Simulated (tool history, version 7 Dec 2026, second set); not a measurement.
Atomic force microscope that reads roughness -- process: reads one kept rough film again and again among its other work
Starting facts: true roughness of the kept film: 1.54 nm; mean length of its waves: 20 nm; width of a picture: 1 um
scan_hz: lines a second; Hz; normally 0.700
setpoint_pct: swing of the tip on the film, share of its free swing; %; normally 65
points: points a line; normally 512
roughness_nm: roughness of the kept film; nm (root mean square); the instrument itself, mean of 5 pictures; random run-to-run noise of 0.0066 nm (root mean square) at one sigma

run,hour,scan_hz,setpoint_pct,points,roughness_nm
1,0.0,0.700,65,512,1.160
2,5.4,0.700,65,512,1.147
3,12.3,0.700,65,512,1.140
4,19.1,0.700,65,512,1.123
5,26.4,0.700,65,512,1.104
6,31.9,0.700,65,512,1.084
7,40.0,0.700,65,512,1.077
8,46.9,0.588,65,512,1.071
9,55.1,0.588,65,512,1.053
10,61.0,0.588,65,512,1.044
11,69.2,0.941,65,313,1.007
12,74.0,0.941,57,663,1.023
13,79.3,2.343,79,473,0.905
# hour 80.3: new tip fitted
14,85.8,2.343,79,473,1.156
15,93.1,2.343,79,473,1.142
16,98.7,1.443,79,365,1.164

What if the next run were any one of these 5? Each begins from the tool's condition after run 16:
A,103.5,2.860,58,512,?
B,103.5,1.443,79,556,?
C,103.5,0.700,58,327,?
D,103.5,1.443,75,971,?
E,103.5,3.734,82,365,?

run,roughness_nm
A,1.202
B,1.163
C,1.238
D,1.196
E,1.012
With the hidden condition removed and each run's random variation left untouched, the same runs would have given:
run,roughness_nm
A,1.257
B,1.216
C,1.294
D,1.250
E,1.059
